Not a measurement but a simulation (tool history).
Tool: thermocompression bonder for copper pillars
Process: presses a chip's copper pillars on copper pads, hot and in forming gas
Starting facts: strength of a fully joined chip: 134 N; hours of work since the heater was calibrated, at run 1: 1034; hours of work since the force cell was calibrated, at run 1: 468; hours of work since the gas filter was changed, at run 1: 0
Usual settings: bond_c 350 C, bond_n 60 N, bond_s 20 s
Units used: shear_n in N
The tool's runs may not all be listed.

run   hour  bond_c  bond_n  bond_s  hours of work since the heater was calibrated  hours of work since the force cell was calibrated  hours of work since the gas filter was changed  shear_n
  1    0.0     350      60      20                                           1034                                                468                                               0     63.5
  2   48.6     350      60      20                                           1064                                                497                                              30     63.5
  3   73.0     350      37      20                                           1079                                                512                                              45     41.7
  4   94.9     380      60      20                                           1092                                                526                                              58     79.5
  5  127.1     380      60      20                                           1112                                                545                                              78     79.3
  6  169.2     350      60      59                                           1138                                                571                                             103     88.8
  7  200.3     350      60      14                                           1157                                                590                                             122     55.0
  8  231.9     350      60      20                                           1176                                                609                                             142     63.3
  9  276.1     350      42      14                                           1203                                                636                                             169     40.4
 10  307.6     378      42      31                                           1222                                                656                                             188     69.4
 11  348.5     378      42      31                                           1247                                                681                                             213     69.2
 12  398.0     372      60      19                                           1278                                                711                                             243     72.7
 13  443.0     375      41      16                                           1305                                                738                                             271     51.9
 14  476.5     375      41      16                                           1326                                                759                                             291     51.1
 15  503.3     375      41      16                                           1342                                                775                                             307     51.2
 16  544.1     375      41      16                                           1367                                                800                                             332     51.5

Consider 4 possible next runs. They are alternatives, not a sequence: every one starts from the tool as it was left by run 16. What does each give?
     567.6  -- heater calibrated with a thermocouple chip
  A  587.6     350      65      15                                             12                                                825                                             358        ?
     567.6  -- heater calibrated with a thermocouple chip
  B  587.6     350      72      20                                             12                                                825                                             358        ?
     567.6  -- heater calibrated with a thermocouple chip
  C  587.6     335      60      37                                             12                                                825                                             358        ?
     567.6  -- heater calibrated with a thermocouple chip
  D  587.6     360      60      11                                             12                                                825                                             358        ?

run  shear_n
  A     55.0
  B     66.5
  C     61.9
  D     50.2
Without the tool's hidden state the same runs would have given:
run  shear_n
  A     56.5
  B     68.6
  C     63.8
  D     51.6
